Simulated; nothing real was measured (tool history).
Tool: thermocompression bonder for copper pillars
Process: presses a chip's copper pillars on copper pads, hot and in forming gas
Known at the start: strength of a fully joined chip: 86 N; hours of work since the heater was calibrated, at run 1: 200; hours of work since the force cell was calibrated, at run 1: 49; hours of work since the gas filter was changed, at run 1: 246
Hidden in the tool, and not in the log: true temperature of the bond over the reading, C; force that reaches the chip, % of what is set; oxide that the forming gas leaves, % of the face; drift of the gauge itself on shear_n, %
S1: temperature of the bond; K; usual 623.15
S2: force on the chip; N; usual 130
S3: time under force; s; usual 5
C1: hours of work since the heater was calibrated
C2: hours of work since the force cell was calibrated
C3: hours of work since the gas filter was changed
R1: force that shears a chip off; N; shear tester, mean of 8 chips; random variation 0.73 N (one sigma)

run,hour,S1,S2,S3,C1,C2,C3,R1
1,0,623.15,130,5,200,49,246,51.2
2,43.6,623.15,130,5,227,76,273,50.5
3,81.9,618.15,130,5,251,100,297,49.4
# hour 92.5: forming gas filter changed
4,104.4,618.15,130,5,265,114,7,50.7
5,132.5,618.15,130,5,283,131,25,51.2
6,156.6,618.15,130,5,298,146,40,51.4
# hour 160.7: force cell calibrated
7,185.1,623.15,130,5,315,15,57,53.7
8,223.4,623.15,130,5,339,39,81,50.3
9,245.6,623.15,130,5,353,53,95,52.1
10,284.9,623.15,115,5,377,78,119,49.2
11,308,623.15,115,5,392,92,134,47.9
12,347.6,633.15,89,8,416,117,159,50.6
# hour 373.4: force cell calibrated, once more
13,373.4,625.15,167,9,432,0,174,65.4
14,416.9,625.15,88,4,459,27,201,38.2
15,456.4,622.15,95,5,483,52,226,41.7
16,481.6,620.15,90,5,499,68,241,40.7
17,506.8,620.15,90,5,515,83,257,40.3
18,545.7,602.15,124,4,539,108,282,39
# hour 580.8: forming gas filter changed
19,587.6,641.15,95,7,565,134,4,54.7
20,606.8,641.15,95,7,577,146,16,53.9
21,627.5,641.15,116,7,590,159,29,57.8
22,656.1,627.15,195,5,608,176,47,63.2

Measured less the same run without the tool's hidden state. The same run-to-run variation is in both; the gauge's scatter may not be:
run,R1
1,-2.9
2,-3.2
3,-3.4
4,-0.5
5,-0.8
6,-0.9
7,-1.3
8,-1.6
9,-1.7
10,-2
11,-2.1
12,-2.5
13,-2.8
14,-2.2
15,-2.6
16,-2.7
17,-2.9
18,-3.1
19,-1.1
20,-1.2
21,-1.4
22,-1.7

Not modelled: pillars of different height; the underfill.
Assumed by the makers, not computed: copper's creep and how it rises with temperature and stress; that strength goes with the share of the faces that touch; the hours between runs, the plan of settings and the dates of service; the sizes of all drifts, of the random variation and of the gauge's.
